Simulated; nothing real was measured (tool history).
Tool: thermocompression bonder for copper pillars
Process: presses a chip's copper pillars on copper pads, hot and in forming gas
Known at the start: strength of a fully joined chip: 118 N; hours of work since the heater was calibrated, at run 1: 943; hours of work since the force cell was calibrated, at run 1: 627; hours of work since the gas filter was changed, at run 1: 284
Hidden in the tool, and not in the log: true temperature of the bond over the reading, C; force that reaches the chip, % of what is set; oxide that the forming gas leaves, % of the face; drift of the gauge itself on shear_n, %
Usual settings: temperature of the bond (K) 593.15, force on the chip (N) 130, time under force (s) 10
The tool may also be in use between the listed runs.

| run | hour | temperature of the bond (K) | force on the chip (N) | time under force (s) | hours of work since the heater was calibrated | hours of work since the force cell was calibrated | hours of work since the gas filter was changed | force that shears a chip off (N) |
|---|---|---|---|---|---|---|---|---|
| 1 | 0.0 | 593.15 | 130 | 10 | 943 | 627 | 284 | 51.4 |
|  | 18.6 | forming gas filter changed |
| 2 | 31.7 | 593.15 | 130 | 10 | 960 | 644 | 7 | 54.7 |
| 3 | 61.4 | 593.15 | 130 | 10 | 976 | 660 | 23 | 53.9 |
| 4 | 85.0 | 593.15 | 130 | 10 | 989 | 673 | 36 | 54.9 |
| 5 | 106.5 | 593.15 | 130 | 10 | 1001 | 685 | 47 | 53.4 |
| 6 | 134.6 | 593.15 | 130 | 10 | 1016 | 700 | 63 | 54.2 |
| 7 | 156.9 | 593.15 | 130 | 10 | 1028 | 712 | 75 | 53.1 |
| 8 | 179.5 | 593.15 | 130 | 10 | 1040 | 724 | 87 | 53.7 |
| 9 | 193.1 | 593.15 | 130 | 10 | 1047 | 732 | 94 | 52.0 |
| 10 | 212.5 | 593.15 | 94 | 10 | 1058 | 742 | 105 | 38.2 |
| 11 | 241.9 | 593.15 | 94 | 10 | 1074 | 758 | 121 | 38.1 |
| 12 | 259.6 | 593.15 | 94 | 10 | 1083 | 767 | 130 | 38.6 |
| 13 | 278.0 | 593.15 | 94 | 10 | 1093 | 777 | 140 | 38.7 |
| 14 | 298.3 | 593.15 | 130 | 10 | 1104 | 788 | 151 | 52.2 |
| 15 | 325.9 | 593.15 | 130 | 15 | 1119 | 803 | 166 | 61.3 |
| 16 | 340.7 | 593.15 | 130 | 15 | 1127 | 811 | 174 | 60.8 |
| 17 | 358.0 | 593.15 | 130 | 19 | 1136 | 821 | 183 | 64.1 |
| 18 | 378.9 | 593.15 | 130 | 19 | 1148 | 832 | 195 | 64.3 |
| 19 | 396.5 | 564.15 | 130 | 10 | 1157 | 841 | 204 | 35.9 |
| 20 | 415.9 | 564.15 | 130 | 10 | 1168 | 852 | 215 | 34.9 |
| 21 | 444.4 | 564.15 | 130 | 10 | 1183 | 867 | 230 | 36.1 |
| 22 | 464.7 | 566.15 | 103 | 10 | 1194 | 878 | 241 | 27.8 |
| 23 | 478.8 | 570.15 | 134 | 10 | 1202 | 886 | 249 | 38.9 |
| 24 | 507.6 | 591.15 | 134 | 22 | 1217 | 901 | 264 | 66.3 |
| 25 | 522.0 | 593.15 | 130 | 6 | 1225 | 909 | 272 | 42.7 |
| 26 | 550.2 | 603.15 | 130 | 10 | 1240 | 924 | 287 | 56.8 |
|  | 562.2 | forming gas filter changed |
| 27 | 568.1 | 597.15 | 179 | 28 | 1250 | 934 | 3 | 95.5 |
| 28 | 591.7 | 593.15 | 163 | 17 | 1262 | 947 | 16 | 78.8 |
| 29 | 608.5 | 599.15 | 130 | 26 | 1272 | 956 | 25 | 79.1 |
| 30 | 634.1 | 599.15 | 91 | 9 | 1285 | 970 | 39 | 39.6 |
| 31 | 663.9 | 584.15 | 91 | 6 | 1301 | 986 | 55 | 27.0 |
| 32 | 690.2 | 591.15 | 117 | 15 | 1316 | 1000 | 69 | 55.4 |
| 33 | 712.1 | 591.15 | 117 | 15 | 1327 | 1012 | 81 | 53.4 |
| 34 | 735.1 | 609.15 | 108 | 13 | 1340 | 1024 | 93 | 60.0 |
| 35 | 755.7 | 566.15 | 190 | 24 | 1351 | 1035 | 105 | 73.5 |
| 36 | 785.7 | 574.15 | 184 | 6 | 1367 | 1051 | 121 | 48.9 |
| 37 | 813.0 | 565.15 | 101 | 5 | 1382 | 1066 | 136 | 20.2 |
| 38 | 837.8 | 566.15 | 166 | 14 | 1395 | 1080 | 149 | 54.6 |
| 39 | 859.5 | 622.15 | 87 | 6 | 1407 | 1091 | 161 | 41.0 |
| 40 | 872.0 | 622.15 | 153 | 6 | 1414 | 1098 | 167 | 69.6 |
| 41 | 903.0 | 593.15 | 116 | 10 | 1431 | 1115 | 184 | 47.3 |

Measured less the same run without the tool's hidden state. The same run-to-run variation is in both; the gauge's scatter may not be:
| run | force that shears a chip off (N) |
|---|---|
| 1 | -2.3 |
| 2 | +2.2 |
| 3 | +2.0 |
| 4 | +1.8 |
| 5 | +1.7 |
| 6 | +1.4 |
| 7 | +1.3 |
| 8 | +1.0 |
| 9 | +0.9 |
| 10 | +0.8 |
| 11 | +0.7 |
| 12 | +0.5 |
| 13 | +0.4 |
| 14 | +0.2 |
| 15 | -0.3 |
| 16 | -0.4 |
| 17 | -0.7 |
| 18 | -1.0 |
| 19 | +0.3 |
| 20 | +0.1 |
| 21 | +0.0 |
| 22 | +0.0 |
| 23 | -0.4 |
| 24 | -2.4 |
| 25 | -1.1 |
| 26 | -2.3 |
| 27 | +2.3 |
| 28 | +2.7 |
| 29 | +2.4 |
| 30 | +1.7 |
| 31 | +1.4 |
| 32 | +1.8 |
| 33 | +1.6 |
| 34 | +1.1 |
| 35 | +1.6 |
| 36 | +1.4 |
| 37 | +0.8 |
| 38 | +1.2 |
| 39 | +0.1 |
| 40 | -0.8 |
| 41 | +0.2 |
